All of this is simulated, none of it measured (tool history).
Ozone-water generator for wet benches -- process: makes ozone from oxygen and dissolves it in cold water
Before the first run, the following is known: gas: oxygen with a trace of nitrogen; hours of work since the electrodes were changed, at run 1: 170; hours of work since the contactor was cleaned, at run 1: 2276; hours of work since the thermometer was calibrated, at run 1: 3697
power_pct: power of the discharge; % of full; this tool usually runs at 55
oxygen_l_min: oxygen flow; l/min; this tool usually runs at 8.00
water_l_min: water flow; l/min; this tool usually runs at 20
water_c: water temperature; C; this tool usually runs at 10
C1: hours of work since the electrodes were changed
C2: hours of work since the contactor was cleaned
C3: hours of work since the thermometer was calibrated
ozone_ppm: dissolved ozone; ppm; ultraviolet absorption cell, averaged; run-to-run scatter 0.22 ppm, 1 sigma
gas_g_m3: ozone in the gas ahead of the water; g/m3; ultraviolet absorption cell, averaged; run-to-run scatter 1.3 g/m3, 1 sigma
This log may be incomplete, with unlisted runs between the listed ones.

run 1 hour=0.0 | power_pct=55 oxygen_l_min=8.00 water_l_min=20 water_c=10 | C1=170 C2=2276 C3=3697 | ozone_ppm=32.1 gas_g_m3=230.1
run 2 hour=29.0 | power_pct=55 oxygen_l_min=8.00 water_l_min=20 water_c=10 | C1=196 C2=2303 C3=3723 | ozone_ppm=32.3 gas_g_m3=231.4
run 3 hour=43.7 | power_pct=55 oxygen_l_min=8.00 water_l_min=17 water_c=10 | C1=210 C2=2316 C3=3737 | ozone_ppm=37.4 gas_g_m3=229.7
run 4 hour=57.7 | power_pct=55 oxygen_l_min=8.00 water_l_min=17 water_c=10 | C1=223 C2=2329 C3=3749 | ozone_ppm=36.7 gas_g_m3=232.0
run 5 hour=80.6 | power_pct=55 oxygen_l_min=8.00 water_l_min=17 water_c=10 | C1=243 C2=2350 C3=3770 | ozone_ppm=36.6 gas_g_m3=233.0
run 6 hour=97.4 | power_pct=55 oxygen_l_min=8.00 water_l_min=17 water_c=10 | C1=259 C2=2365 C3=3786 | ozone_ppm=37.0 gas_g_m3=232.2
run 7 hour=116.6 | power_pct=55 oxygen_l_min=8.00 water_l_min=17 water_c=10 | C1=276 C2=2382 C3=3803 | ozone_ppm=37.0 gas_g_m3=231.2
run 8 hour=132.6 | power_pct=55 oxygen_l_min=8.00 water_l_min=17 water_c=10 | C1=291 C2=2397 C3=3818 | ozone_ppm=36.9 gas_g_m3=232.9
run 9 hour=149.4 | power_pct=55 oxygen_l_min=8.00 water_l_min=17 water_c=10 | C1=306 C2=2412 C3=3833 | ozone_ppm=36.3 gas_g_m3=230.4
run 10 hour=170.1 | power_pct=55 oxygen_l_min=8.00 water_l_min=17 water_c=10 | C1=325 C2=2431 C3=3852 | ozone_ppm=37.3 gas_g_m3=230.8
run 11 hour=190.9 | power_pct=55 oxygen_l_min=8.00 water_l_min=20 water_c=10 | C1=344 C2=2450 C3=3871 | ozone_ppm=32.3 gas_g_m3=230.8
-- hour=196.9 contactor cleaned
run 12 hour=218.0 | power_pct=46 oxygen_l_min=8.00 water_l_min=20 water_c=10 | C1=365 C2=19 C3=3892 | ozone_ppm=28.5 gas_g_m3=209.0
run 13 hour=231.6 | power_pct=55 oxygen_l_min=8.00 water_l_min=15 water_c=10 | C1=377 C2=32 C3=3904 | ozone_ppm=40.3 gas_g_m3=230.2
run 14 hour=243.7 | power_pct=55 oxygen_l_min=8.00 water_l_min=15 water_c=10 | C1=388 C2=43 C3=3915 | ozone_ppm=40.5 gas_g_m3=230.1
-- hour=253.9 contactor cleaned, once more
run 15 hour=270.2 | power_pct=55 oxygen_l_min=8.00 water_l_min=20 water_c=7 | C1=408 C2=15 C3=3935 | ozone_ppm=34.0 gas_g_m3=227.5
run 16 hour=296.8 | power_pct=56 oxygen_l_min=4.99 water_l_min=20 water_c=10 | C1=433 C2=39 C3=3960 | ozone_ppm=34.0 gas_g_m3=316.7
run 17 hour=311.8 | power_pct=56 oxygen_l_min=6.70 water_l_min=20 water_c=10 | C1=446 C2=53 C3=3973 | ozone_ppm=33.5 gas_g_m3=260.1
run 18 hour=331.3 | power_pct=56 oxygen_l_min=6.70 water_l_min=20 water_c=10 | C1=464 C2=70 C3=3991 | ozone_ppm=34.0 gas_g_m3=260.0
run 19 hour=353.1 | power_pct=56 oxygen_l_min=6.70 water_l_min=20 water_c=10 | C1=484 C2=90 C3=4011 | ozone_ppm=33.5 gas_g_m3=262.2
run 20 hour=371.5 | power_pct=56 oxygen_l_min=5.02 water_l_min=27 water_c=13 | C1=500 C2=107 C3=4027 | ozone_ppm=23.7 gas_g_m3=314.1
run 21 hour=398.8 | power_pct=56 oxygen_l_min=5.02 water_l_min=27 water_c=13 | C1=525 C2=132 C3=4052 | ozone_ppm=23.9 gas_g_m3=313.2
run 22 hour=414.7 | power_pct=56 oxygen_l_min=5.02 water_l_min=27 water_c=13 | C1=540 C2=146 C3=4067 | ozone_ppm=23.8 gas_g_m3=313.4
run 23 hour=429.8 | power_pct=55 oxygen_l_min=8.00 water_l_min=18 water_c=5 | C1=553 C2=160 C3=4080 | ozone_ppm=38.8 gas_g_m3=231.3
run 24 hour=450.8 | power_pct=45 oxygen_l_min=7.64 water_l_min=18 water_c=12 | C1=573 C2=179 C3=4100 | ozone_ppm=31.1 gas_g_m3=211.3
run 25 hour=470.0 | power_pct=66 oxygen_l_min=5.38 water_l_min=20 water_c=10 | C1=590 C2=196 C3=4117 | ozone_ppm=37.5 gas_g_m3=328.0
run 26 hour=496.5 | power_pct=55 oxygen_l_min=5.02 water_l_min=20 water_c=13 | C1=614 C2=221 C3=4141 | ozone_ppm=32.4 gas_g_m3=310.4
run 27 hour=509.4 | power_pct=94 oxygen_l_min=6.21 water_l_min=20 water_c=14 | C1=626 C2=232 C3=4153 | ozone_ppm=43.3 gas_g_m3=371.3
run 28 hour=532.4 | power_pct=55 oxygen_l_min=8.00 water_l_min=26 water_c=10 | C1=647 C2=253 C3=4174 | ozone_ppm=25.2 gas_g_m3=231.3
run 29 hour=547.8 | power_pct=47 oxygen_l_min=4.28 water_l_min=21 water_c=17 | C1=661 C2=267 C3=4188 | ozone_ppm=26.4 gas_g_m3=311.0
run 30 hour=563.0 | power_pct=55 oxygen_l_min=5.42 water_l_min=20 water_c=15 | C1=675 C2=281 C3=4202 | ozone_ppm=31.3 gas_g_m3=291.2

Consider 3 possible next runs. They are alternatives, not a sequence: every one starts from the tool as it was left by run 30. What does each give?
run A hour=587.5 | power_pct=77 oxygen_l_min=5.42 water_l_min=20 water_c=15 | C1=697 C2=303 C3=4224 | ozone_ppm=? gas_g_m3=?
run B hour=587.5 | power_pct=53 oxygen_l_min=8.00 water_l_min=14 water_c=10 | C1=697 C2=303 C3=4224 | ozone_ppm=? gas_g_m3=?
run C hour=587.5 | power_pct=48 oxygen_l_min=9.86 water_l_min=20 water_c=7 | C1=697 C2=303 C3=4224 | ozone_ppm=? gas_g_m3=?

run=A ozone_ppm=37.9 gas_g_m3=356.2
run=B ozone_ppm=42.0 gas_g_m3=223.2
run=C ozone_ppm=31.0 gas_g_m3=185.0
Stripped of hidden state, with their random variation kept, the same runs would have yielded:
run=A ozone_ppm=39.1 gas_g_m3=364.2
run=B ozone_ppm=43.2 gas_g_m3=227.1
run=C ozone_ppm=31.9 gas_g_m3=188.1
